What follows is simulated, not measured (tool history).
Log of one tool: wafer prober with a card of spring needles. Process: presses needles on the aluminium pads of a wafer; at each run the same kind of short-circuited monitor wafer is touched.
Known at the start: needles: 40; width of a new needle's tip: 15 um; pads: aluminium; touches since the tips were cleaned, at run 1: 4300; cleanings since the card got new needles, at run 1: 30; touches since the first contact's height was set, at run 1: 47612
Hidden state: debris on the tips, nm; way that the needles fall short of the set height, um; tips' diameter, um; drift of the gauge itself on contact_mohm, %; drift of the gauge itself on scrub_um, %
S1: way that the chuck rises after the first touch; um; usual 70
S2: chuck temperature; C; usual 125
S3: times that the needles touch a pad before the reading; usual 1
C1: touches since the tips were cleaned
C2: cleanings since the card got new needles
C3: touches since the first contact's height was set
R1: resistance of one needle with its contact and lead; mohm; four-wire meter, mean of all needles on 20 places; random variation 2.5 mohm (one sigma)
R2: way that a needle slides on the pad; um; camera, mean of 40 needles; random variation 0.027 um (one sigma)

run   hour  S1   S2  S3    C1  C2      C3   R1     R2
  1    0.0  70  125   1  4300  30   47612  332  13.39
       5.0  -- tips cleaned on abrasive film
  2   17.8  70  125   1  4274  31   53541  328  13.40
      24.1  -- tips cleaned on abrasive film
  3   29.6  70  125   1  1844  32   57444  313  13.37
      42.3  -- tips cleaned on abrasive film
  4   42.8  70  125   1   165  33   61821  296  13.40
      60.6  -- tips cleaned on abrasive film
  5   65.0  70  125   1  1477  34   69227  310  13.40
  6   74.7  70  125   1  4726  34   72476  332  13.37
      78.9  -- tips cleaned on abrasive film
  7   90.8  70  125   1  3980  35   77823  334  13.34
      97.9  -- tips cleaned on abrasive film
  8  109.7  70  125   1  3946  36   84093  329  13.38
     115.2  -- tips cleaned on abrasive film
  9  119.3  70  125   1  1345  37   87267  306  13.30
     133.7  -- tips cleaned on abrasive film
 10  134.0  63  125   1    99  38   92177  307  11.91
 11  145.1  63  125   1  3803  38   95881  334  12.00
     152.2  -- tips cleaned on abrasive film
 12  163.3  63  125   1  3725  39  101943  333  12.01
     170.1  -- tips cleaned on abrasive film
 13  173.5  63  125   1  1146  40  105320  318  11.96
     188.5  -- tips cleaned on abrasive film
 14  196.0  63  125   1  2515  41  112793  324  11.98
     206.0  -- tips cleaned on abrasive film
 15  211.9  70  125   1  1998  42  118096  321  13.29
     223.6  -- tips cleaned on abrasive film
 16  223.6  70  125   1     0  43  121983  300  13.32
     242.2  -- tips cleaned on abrasive film
 17  245.3  70  125   1  1045  44  129191  311  13.33
     259.7  -- tips cleaned on abrasive film
 18  260.1  70  125   1   129  45  134109  295  13.26
 19  274.9  64  125   1  5076  45  139056  343  12.12
     277.8  -- tips cleaned on abrasive film
     281.5  -- height of the first contact set anew
 20  290.0  73   93   2  3970  46    2841  304  14.01
     295.9  -- tips cleaned on abrasive film
 21  304.2  61   26   2  2787  47    7572  292  11.73
     314.0  -- tips cleaned on abrasive film
 22  326.3  61   26   1  4114  48   14920  319  11.71

The next listed run, before its measurement:
     331.6  -- tips cleaned on abrasive film
 23  343.3  65  26   1  3934  49  20580   ?   ?

{"run 23": {"R1": 308, "R2": 12.51}}
Without the tool's hidden state the same run would have given R1 261 mohm, R2 12.54 um.

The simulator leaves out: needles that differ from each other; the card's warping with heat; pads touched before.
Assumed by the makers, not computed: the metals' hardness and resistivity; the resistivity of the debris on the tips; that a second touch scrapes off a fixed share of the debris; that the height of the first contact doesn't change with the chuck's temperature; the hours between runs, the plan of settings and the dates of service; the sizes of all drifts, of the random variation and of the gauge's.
